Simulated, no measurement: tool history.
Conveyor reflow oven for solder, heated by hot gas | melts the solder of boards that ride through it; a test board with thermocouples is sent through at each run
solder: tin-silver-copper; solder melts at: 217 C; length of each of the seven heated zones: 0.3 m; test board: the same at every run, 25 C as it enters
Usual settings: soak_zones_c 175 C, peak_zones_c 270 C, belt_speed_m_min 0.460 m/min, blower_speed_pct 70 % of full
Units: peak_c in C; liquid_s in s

run,hour,soak_zones_c,peak_zones_c,belt_speed_m_min,blower_speed_pct,peak_c,liquid_s
1,0.0,175,270,0.460,70,254.0,60.2
2,33.6,175,270,0.460,70,253.5,60.2
3,63.8,175,270,0.460,70,253.0,60.4
4,103.1,175,270,0.460,70,253.2,59.9
5,128.1,175,270,0.460,70,253.2,60.1
6,149.3,175,270,0.460,70,252.6,60.0
7,184.4,175,270,0.460,70,253.4,59.6
8,214.1,175,270,0.460,70,252.8,59.7
9,232.5,175,270,0.460,70,252.9,59.6
10,256.7,175,270,0.460,70,252.3,59.3
11,287.8,175,261,0.460,70,245.2,53.2
12,311.0,175,261,0.460,70,244.3,53.1
13,342.9,175,270,0.460,70,252.4,59.2
14,378.7,179,270,0.460,70,252.8,61.2
# hour 387.1: flux residue cleaned out of gas plates and filters
15,423.1,179,270,0.460,70,250.8,58.6
16,464.6,175,270,0.531,86,247.0,45.8
17,498.1,184,279,0.460,71,259.2,67.6
18,530.5,175,264,0.460,58,242.2,49.1
19,559.5,175,260,0.460,60,238.9,45.8
# hour 588.2: flux residue cleaned out of gas plates and filters, once more
20,596.5,161,270,0.381,70,258.9,74.7
21,621.3,161,270,0.381,70,258.9,74.0
22,643.2,161,270,0.381,70,258.7,74.2
23,660.7,166,268,0.393,59,254.2,69.3
24,694.4,166,268,0.393,59,254.5,69.5
25,725.5,187,271,0.405,67,260.2,79.9
26,762.8,187,280,0.405,67,268.5,84.3
27,801.0,177,284,0.482,67,265.4,65.4
28,841.7,182,268,0.508,90,254.0,58.1
29,875.4,182,280,0.418,51,264.2,77.0
30,905.1,161,270,0.431,70,254.3,61.3

3 ways to go on from here, each from the tool as it stands after run 30. What would each give?
A,929.8,172,270,0.431,70,?,?
B,929.8,175,279,0.449,57,?,?
C,929.8,161,282,0.431,70,?,?

run,peak_c,liquid_s
A,256.2,66.3
B,260.4,66.7
C,265.5,68.2
Without the tool's hidden state the same runs would have given:
run,peak_c,liquid_s
A,257.9,66.7
B,262.0,66.8
C,267.3,68.3
